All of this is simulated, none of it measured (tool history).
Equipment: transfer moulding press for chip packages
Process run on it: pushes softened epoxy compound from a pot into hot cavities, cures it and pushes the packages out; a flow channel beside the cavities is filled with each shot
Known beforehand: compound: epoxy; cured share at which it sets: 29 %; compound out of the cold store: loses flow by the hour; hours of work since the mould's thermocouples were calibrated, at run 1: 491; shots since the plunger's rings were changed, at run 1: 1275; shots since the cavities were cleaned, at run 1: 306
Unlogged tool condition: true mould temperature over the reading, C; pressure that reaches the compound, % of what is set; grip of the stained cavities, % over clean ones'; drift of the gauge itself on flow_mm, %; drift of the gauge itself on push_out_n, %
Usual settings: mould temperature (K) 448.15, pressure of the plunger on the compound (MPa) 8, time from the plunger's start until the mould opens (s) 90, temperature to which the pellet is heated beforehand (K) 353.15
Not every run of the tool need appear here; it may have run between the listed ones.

run	hour	mould temperature (K)	pressure of the plunger on the compound (MPa)	time from the plunger's start until the mould opens (s)	temperature to which the pellet is heated beforehand (K)	hours of work since the mould's thermocouples were calibrated	shots since the plunger's rings were changed	shots since the cavities were cleaned	incoming compound's hours out of the cold store	length that the compound runs in the flow channel (mm)	greatest force on the pins that push the packages out (N)
1	0	448.15	8	90	353.15	491	1275	306	29.7	683	874
# hour 44.4: cavities cleaned with cleaning compound and waxed
2	52.1	448.15	8.05	90	353.15	524	1871	91	32.6	667	675
3	106.2	448.15	8.05	90	353.15	560	2508	728	21.6	694	1079
# hour 115.6: cavities cleaned with cleaning compound and waxed
4	134	448.15	8.05	90	353.15	577	2818	217	10.3	736	863
5	164.4	448.15	8.05	90	353.15	597	3175	574	23.9	684	1039
# hour 175: mould's thermocouples calibrated
# hour 187: cavities cleaned with cleaning compound and waxed
6	227.9	453.15	8.05	90	353.15	34	3881	481	18.8	675	764
# hour 257.3: cavities cleaned with cleaning compound and waxed
# hour 285.2: plunger's sealing rings changed
7	289.3	453.15	8.05	90	353.15	71	49	348	22.9	710	716
# hour 330.5: cavities cleaned with cleaning compound and waxed
8	342.5	446.15	7.07	107	353.15	105	657	141	15	702	642
# hour 400.6: cavities cleaned with cleaning compound and waxed
9	404.7	446.15	7.07	107	353.15	145	1372	49	13.7	701	573
10	448.1	448.15	8	98	353.15	173	1883	560	27.8	682	876
# hour 468.9: cavities cleaned with cleaning compound and waxed
11	503	442.15	7.6	98	353.15	208	2510	400	44.9	615	1148
# hour 537.5: cavities cleaned with cleaning compound and waxed
12	538.8	442.15	8.46	76	353.15	230	2914	15	26.2	708	1360
13	585.4	446.15	6.18	73	347.15	261	3463	564	46.8	532	1871
# hour 606.8: cavities cleaned with cleaning compound and waxed
14	639.3	446.15	6.59	73	351.15	295	4080	382	23.5	614	1930

3 options for the next run, each taken on its own from the tool as it stands now. Forecast them:
A	667.1	448.15	8	76	354.15	313	4407	709	28.6	?	?
B	667.1	448.15	8	90	360.15	313	4407	709	22.7	?	?
C	667.1	448.15	8	117	353.15	313	4407	709	16	?	?

run	length that the compound runs in the flow channel (mm)	greatest force on the pins that push the packages out (N)
A	645	1759
B	673	1084
C	689	757
With no hidden state in the tool, these same runs would have given:
run	length that the compound runs in the flow channel (mm)	greatest force on the pins that push the packages out (N)
A	699	985
B	729	607
C	746	417

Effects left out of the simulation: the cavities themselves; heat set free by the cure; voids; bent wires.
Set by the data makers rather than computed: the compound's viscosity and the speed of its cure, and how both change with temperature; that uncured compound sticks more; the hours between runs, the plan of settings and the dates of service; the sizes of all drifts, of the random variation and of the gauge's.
